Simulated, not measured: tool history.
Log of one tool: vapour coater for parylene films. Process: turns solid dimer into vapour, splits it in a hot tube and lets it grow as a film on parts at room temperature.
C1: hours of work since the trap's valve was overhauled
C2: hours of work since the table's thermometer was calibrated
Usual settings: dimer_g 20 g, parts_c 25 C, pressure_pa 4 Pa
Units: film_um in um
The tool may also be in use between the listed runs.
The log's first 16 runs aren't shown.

run 17 hour=822.4 | dimer_g=24 parts_c=25 pressure_pa=4 | C1=139 C2=940 | film_um=7.67
run 18 hour=872.6 | dimer_g=24 parts_c=25 pressure_pa=4 | C1=165 C2=965 | film_um=7.63
run 19 hour=912.2 | dimer_g=24 parts_c=25 pressure_pa=4 | C1=185 C2=986 | film_um=7.52
run 20 hour=954.8 | dimer_g=20 parts_c=25 pressure_pa=4 | C1=207 C2=1008 | film_um=6.18
run 21 hour=1011.9 | dimer_g=20 parts_c=25 pressure_pa=4 | C1=236 C2=1037 | film_um=6.18
run 22 hour=1045.4 | dimer_g=20 parts_c=25 pressure_pa=4 | C1=254 C2=1054 | film_um=6.18
run 23 hour=1083.6 | dimer_g=15 parts_c=36 pressure_pa=2.54 | C1=273 C2=1074 | film_um=3.33
run 24 hour=1159 | dimer_g=22 parts_c=35 pressure_pa=3.1 | C1=312 C2=1112 | film_um=4.91
run 25 hour=1227.8 | dimer_g=20 parts_c=28 pressure_pa=7.6 | C1=347 C2=1148 | film_um=5.08

Forecast run 26:
run 26 hour=1266.1 | dimer_g=20 parts_c=25 pressure_pa=2.57 | C1=367 C2=1167 | film_um=?

Run 26 gave film_um 6.22 um.
Without the tool's hidden state the same run would have given film_um 6.83 um.
